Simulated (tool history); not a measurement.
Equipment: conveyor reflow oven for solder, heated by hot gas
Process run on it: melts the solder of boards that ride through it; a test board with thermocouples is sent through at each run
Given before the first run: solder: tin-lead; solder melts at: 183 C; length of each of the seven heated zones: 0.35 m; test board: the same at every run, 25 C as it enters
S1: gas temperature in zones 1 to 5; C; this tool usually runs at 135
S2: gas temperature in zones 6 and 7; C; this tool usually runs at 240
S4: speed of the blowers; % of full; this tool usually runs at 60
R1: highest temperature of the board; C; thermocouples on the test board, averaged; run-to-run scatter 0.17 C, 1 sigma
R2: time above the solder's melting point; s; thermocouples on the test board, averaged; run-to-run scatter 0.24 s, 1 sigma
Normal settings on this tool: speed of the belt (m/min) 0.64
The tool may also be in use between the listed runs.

Run 1, hour 0: usual settings. Result: R1 222 C, R2 52.2 s.
Run 2, hour 20.8: usual settings. Result: R1 222.1 C, R2 52.2 s.
Run 3, hour 36.7: usual settings. Result: R1 222 C, R2 51.7 s.
Run 4, hour 54: usual settings but S2 254 C. Result: R1 234.8 C, R2 58.1 s.
Run 5, hour 64.1: usual settings but S2 254 C. Result: R1 234.4 C, R2 58.6 s.
Run 6, hour 81.4: usual settings. Result: R1 221.8 C, R2 52.2 s.
Run 7, hour 102: usual settings. Result: R1 221.8 C, R2 51.7 s.
Run 8, hour 117.4: usual settings but S1 120 C, S2 250 C, S4 51 % of full. Result: R1 225.5 C, R2 49.7 s.
Run 9, hour 135.1: usual settings but S1 120 C, S2 250 C, speed of the belt (m/min) 0.544, S4 51 % of full. Result: R1 232.2 C, R2 63.5 s.
At hour 140.5: belt drive overhauled, speed set with a stopwatch.
Run 10, hour 150.1: usual settings but S1 127 C, S2 248 C, speed of the belt (m/min) 0.704, S4 76 % of full. Result: R1 227.2 C, R2 48.6 s.
Run 11, hour 171.1: usual settings but S1 144 C, S2 254 C, speed of the belt (m/min) 0.578, S4 54 % of full. Result: R1 238.3 C, R2 70.7 s.
Run 12, hour 187.4: usual settings but S1 144 C, S2 254 C, speed of the belt (m/min) 0.578, S4 54 % of full. Result: R1 238.3 C, R2 70.2 s.
At hour 194.6: belt drive overhauled, speed set with a stopwatch, once more.
Run 13, hour 205.7: usual settings but S1 144 C, S2 254 C, speed of the belt (m/min) 0.578, S4 54 % of full. Result: R1 237.6 C, R2 68.7 s.
Run 14, hour 216: usual settings but S1 133 C, S2 235 C, speed of the belt (m/min) 0.578, S4 54 % of full. Result: R1 218.4 C, R2 54.4 s.

Below, each run's measurement less what the same run would have read without the hidden state. Both values contain the same run-to-run variation, but the gauge's scatter may not be the same in both:
The hidden state here: heat that the gas passes to the board, % of a clean oven's; belt's true speed, % of the reading; true gas temperature in zones 6 and 7 over the reading, C; drift of the gauge itself on peak_c, C; drift of the gauge itself on liquid_s, %.
run    R1    R2
  1  -0.3  +0.3
  2  -0.4  +0.2
  3  -0.5  +0.2
  4  -0.6  +0.3
  5  -0.6  +0.3
  6  -0.6  +0.1
  7  -0.7  +0.1
  8  -0.7  +0.1
  9  -0.7  +0.3
 10  -0.9  +0.4
 11  -0.5    +1
 12  -0.5    +1
 13  -1.1  -0.4
 14  -1.2    -1
